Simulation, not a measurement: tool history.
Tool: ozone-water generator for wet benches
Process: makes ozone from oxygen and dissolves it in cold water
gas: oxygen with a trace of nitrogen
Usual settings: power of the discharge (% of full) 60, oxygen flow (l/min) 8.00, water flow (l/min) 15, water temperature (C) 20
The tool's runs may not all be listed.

run,day,power of the discharge (% of full),oxygen flow (l/min),water flow (l/min),water temperature (C),dissolved ozone (ppm),ozone in the gas ahead of the water (g/m3)
1,0.000,60,8.00,15,20,32.4,204.0
2,1.246,60,8.00,15,20,33.0,203.6
3,2.300,60,8.00,15,20,32.7,201.9
4,3.142,60,8.00,15,20,32.7,202.4
5,3.788,60,8.00,15,20,32.9,201.2
6,4.612,60,8.00,15,20,33.0,202.9
7,5.208,60,8.00,15,20,32.7,203.0
8,5.867,60,8.00,15,20,32.6,201.9
9,6.496,60,8.00,15,20,32.5,202.5
10,7.658,60,8.00,15,23,30.8,201.8
11,8.821,60,8.00,15,23,30.7,201.7
12,9.392,60,12.52,15,20,28.5,151.7
13,9.946,60,12.52,15,20,28.6,152.6
14,10.762,60,12.52,15,20,28.5,153.2
15,11.450,90,4.68,13,13,61.9,388.1
16,12.425,100,4.27,10,20,71.7,449.7

Run 17 comes next. What will it give?
17,13.079,100,4.27,11,20,?,?

{"run 17": {"dissolved ozone (ppm)": 68.4, "ozone in the gas ahead of the water (g/m3)": 445.7}}
Without the tool's hidden state the same run would have given dissolved ozone (ppm) 68.4, ozone in the gas ahead of the water (g/m3) 451.4.

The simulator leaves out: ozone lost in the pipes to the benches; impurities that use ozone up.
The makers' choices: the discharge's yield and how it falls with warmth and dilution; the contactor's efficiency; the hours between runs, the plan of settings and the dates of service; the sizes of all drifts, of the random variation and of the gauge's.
